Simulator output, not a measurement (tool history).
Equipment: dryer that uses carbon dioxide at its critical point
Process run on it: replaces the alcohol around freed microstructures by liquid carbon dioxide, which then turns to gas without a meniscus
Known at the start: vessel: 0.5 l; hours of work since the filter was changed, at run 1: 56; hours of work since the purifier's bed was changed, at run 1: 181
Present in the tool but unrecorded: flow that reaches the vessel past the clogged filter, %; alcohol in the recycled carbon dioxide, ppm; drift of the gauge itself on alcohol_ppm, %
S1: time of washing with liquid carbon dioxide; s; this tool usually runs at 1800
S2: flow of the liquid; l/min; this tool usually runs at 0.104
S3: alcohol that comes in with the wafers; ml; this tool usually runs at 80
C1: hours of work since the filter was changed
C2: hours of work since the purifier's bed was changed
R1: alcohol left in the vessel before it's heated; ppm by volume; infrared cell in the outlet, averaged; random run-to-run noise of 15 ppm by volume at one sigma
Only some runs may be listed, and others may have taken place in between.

run	hour	S1	S2	S3	C1	C2	R1
1	0	1800	0.104	80	56	181	1079
2	11.9	1800	0.104	80	62	187	1120
3	23.8	1740	0.104	80	68	193	1286
4	31.2	1740	0.104	80	72	196	1266
5	36.9	1800	0.104	80	75	199	1125
6	48.2	1260	0.104	80	80	205	5050
7	53.5	1800	0.104	80	83	207	1136
8	65.6	1800	0.104	80	89	213	1151
9	77.3	1800	0.104	80	95	219	1142
10	82.7	1800	0.104	80	97	222	1133
11	93	1800	0.104	80	102	227	1150
12	101.5	1800	0.09	80	107	231	2363
13	109.6	1800	0.09	80	111	235	2359
14	115	1800	0.09	80	113	238	2402
15	125.4	1800	0.104	80	119	243	1188
16	132.8	1800	0.104	80	122	247	1212
17	143.8	1800	0.104	80	128	252	1216
18	155.1	1800	0.104	69	133	258	1072
19	162.5	1800	0.104	69	137	262	1079
20	171	1800	0.104	80	141	266	1274
21	177.2	1800	0.104	40	144	269	652
22	189.1	1800	0.154	80	150	275	145
23	197.7	1800	0.154	80	155	279	144
24	208.3	1380	0.105	114	160	285	5370
25	213.9	1620	0.105	24	163	287	610
26	219.6	2220	0.172	91	166	290	60
27	227.5	2220	0.172	91	170	294	50
28	236.7	2220	0.172	91	174	299	67
29	243.9	1680	0.126	61	178	302	532
30	250.2	1140	0.104	36	181	306	3460
31	262.3	1140	0.104	36	187	312	3455
32	270	1140	0.104	28	191	315	2760
33	280.7	2820	0.104	65	196	321	121
34	287.8	2640	0.104	21	200	324	97
35	293.5	1980	0.104	54	202	327	607
36	300.4	2280	0.062	61	206	331	3864
37	305.3	1800	0.083	26	208	333	1252
38	310.4	2160	0.095	61	211	336	737
39	321	2040	0.116	48	216	341	277
40	326	2040	0.116	48	219	343	287
41	335.7	1800	0.102	80	223	348	1597
42	347	1800	0.102	80	229	354	1576
43	356.5	2220	0.065	69	234	359	4188
44	367.8	2220	0.065	69	239	364	4063
45	377.9	1620	0.104	80	244	369	2311
46	389.8	2040	0.104	80	250	375	851

Results per run with the tool's hidden condition removed, run-to-run variation unchanged:
run	R1
1	946
2	972
3	1112
4	1086
5	954
6	4525
7	947
8	951
9	934
10	921
11	928
12	1972
13	1956
14	1986
15	929
16	941
17	936
18	812
19	814
20	959
21	475
22	70
23	70
24	4260
25	435
26	12
27	4
28	19
29	336
30	2778
31	2752
32	2182
33	42
34	35
35	375
36	2911
37	898
38	455
39	138
40	148
41	1043
42	1021
43	3025
44	2912
45	1527
46	480
